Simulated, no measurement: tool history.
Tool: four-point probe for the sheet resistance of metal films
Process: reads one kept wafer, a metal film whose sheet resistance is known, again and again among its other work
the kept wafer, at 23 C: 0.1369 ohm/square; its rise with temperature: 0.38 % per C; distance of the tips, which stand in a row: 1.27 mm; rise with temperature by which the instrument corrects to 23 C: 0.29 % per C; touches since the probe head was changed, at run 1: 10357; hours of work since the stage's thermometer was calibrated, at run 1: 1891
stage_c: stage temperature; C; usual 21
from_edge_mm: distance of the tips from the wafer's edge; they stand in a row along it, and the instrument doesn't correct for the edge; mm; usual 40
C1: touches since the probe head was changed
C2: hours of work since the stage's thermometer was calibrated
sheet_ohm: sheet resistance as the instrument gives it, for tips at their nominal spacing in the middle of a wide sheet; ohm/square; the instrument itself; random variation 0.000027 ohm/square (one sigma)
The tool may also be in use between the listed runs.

{"run": 1, "hour": 0.0, "stage_c": 21, "from_edge_mm": 40, "C1": 10357, "C2": 1891, "sheet_ohm": 0.136355}
{"run": 2, "hour": 69.8, "stage_c": 24, "from_edge_mm": 40, "C1": 12201, "C2": 1921, "sheet_ohm": 0.136675}
{"run": 3, "hour": 136.9, "stage_c": 24, "from_edge_mm": 40, "C1": 13973, "C2": 1950, "sheet_ohm": 0.136576}
{"run": 4, "hour": 224.2, "stage_c": 21, "from_edge_mm": 40, "C1": 16278, "C2": 1987, "sheet_ohm": 0.136165}
{"run": 5, "hour": 282.3, "stage_c": 21, "from_edge_mm": 40, "C1": 17813, "C2": 2012, "sheet_ohm": 0.136157}
{"run": 6, "hour": 349.4, "stage_c": 21, "from_edge_mm": 40, "C1": 19586, "C2": 2041, "sheet_ohm": 0.136105}
{"hour": 361.2, "done": "stage's thermometer calibrated"}
{"run": 7, "hour": 408.9, "stage_c": 21, "from_edge_mm": 40, "C1": 21146, "C2": 20, "sheet_ohm": 0.13609}
{"run": 8, "hour": 480.2, "stage_c": 21, "from_edge_mm": 40, "C1": 23029, "C2": 51, "sheet_ohm": 0.136069}
{"run": 9, "hour": 542.1, "stage_c": 29, "from_edge_mm": 71, "C1": 24663, "C2": 77, "sheet_ohm": 0.136932}
{"hour": 594.6, "done": "stage's thermometer calibrated, once more"}
{"run": 10, "hour": 645.1, "stage_c": 29, "from_edge_mm": 3, "C1": 27370, "C2": 22, "sheet_ohm": 0.148849}
{"run": 11, "hour": 694.7, "stage_c": 35, "from_edge_mm": 5, "C1": 28679, "C2": 43, "sheet_ohm": 0.142177}

The same runs without the tool's hidden state, with the same run-to-run variation:
The hidden state here: inner tips' distance over the nominal, %; tips' flats over new ones', %; wafer's true temperature over the reading, C; drift of the gauge itself on sheet_ohm, %.
run=1 sheet_ohm=0.136763
run=2 sheet_ohm=0.137118
run=3 sheet_ohm=0.137058
run=4 sheet_ohm=0.136695
run=5 sheet_ohm=0.136721
run=6 sheet_ohm=0.136707
run=7 sheet_ohm=0.136744
run=8 sheet_ohm=0.136768
run=9 sheet_ohm=0.137668
run=10 sheet_ohm=0.149606
run=11 sheet_ohm=0.142930
